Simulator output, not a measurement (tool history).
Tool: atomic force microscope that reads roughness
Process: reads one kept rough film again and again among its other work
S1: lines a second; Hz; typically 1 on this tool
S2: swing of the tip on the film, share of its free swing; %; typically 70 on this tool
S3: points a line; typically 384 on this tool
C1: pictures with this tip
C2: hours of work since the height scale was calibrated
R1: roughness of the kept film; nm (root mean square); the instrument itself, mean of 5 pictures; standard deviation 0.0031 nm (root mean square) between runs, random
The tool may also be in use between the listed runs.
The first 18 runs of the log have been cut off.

run    hour    S1  S2   S3   C1   C2     R1
      539.2  -- height scale calibrated on a step standard
 19   555.4     1  70  384  134   12  1.207
 20   594.5     1  70  384  218   40  1.189
 21   628.3     1  70  384  291   64   1.18
      641.9  -- height scale calibrated on a step standard, once more
      659.9  -- new tip fitted
 22   666.9     1  70  384   15   18  1.203
 23   698.4  3.31  70  305   83   40    1.1
 24   737.4  3.31  70  305  167   69  1.079
 25   759.3  3.31  70  305  214   84  1.079
 26   797.1  3.31  70  305  295  112  1.061
      824.1  -- new tip fitted
 27   838.5     1  74  269   31  141  1.192
 28   868.5     1  74  269   95  163  1.178
 29   896.7  2.63  74  323  156  183  1.085
 30   936.5  2.63  56  323  242  212  1.159
 31   977.2     1  59  384  329  241  1.168
      988.6  -- new tip fitted
 32  1000.5     1  59  384   26  258   1.22
 33  1040.9     1  59  384  113  287  1.205
 34  1062.1  1.68  70  384  158  302  1.147
 35  1090.5   0.6  70  412  220  323  1.182
 36  1113.3   0.6  70  412  269  339  1.174
 37  1132.7   0.5  70  488  311  353  1.171
     1152.4  -- new tip fitted
 38    1157   0.5  74  457   10  371  1.226
 39  1181.9   0.5  74  457   63  389  1.213
 40  1201.4   0.5  69  457  106  403  1.216

5 options for the next run, each taken on its own from the tool as it stands now. Forecast them:
  A  1229.5  2.55  62  468  166  423   ?
  B  1229.5  0.89  61  384  166  423   ?
  C  1229.5   0.5  57  457  166  423   ?
  D  1229.5  2.08  65  445  166  423   ?
  E  1229.5   0.5  58  457  166  423   ?

run     R1
  A  1.157
  B  1.199
  C  1.212
  D  1.158
  E  1.216
Had the tool no hidden state, the same runs would have come out as:
run     R1
  A  1.184
  B  1.228
  C   1.24
  D  1.185
  E  1.244
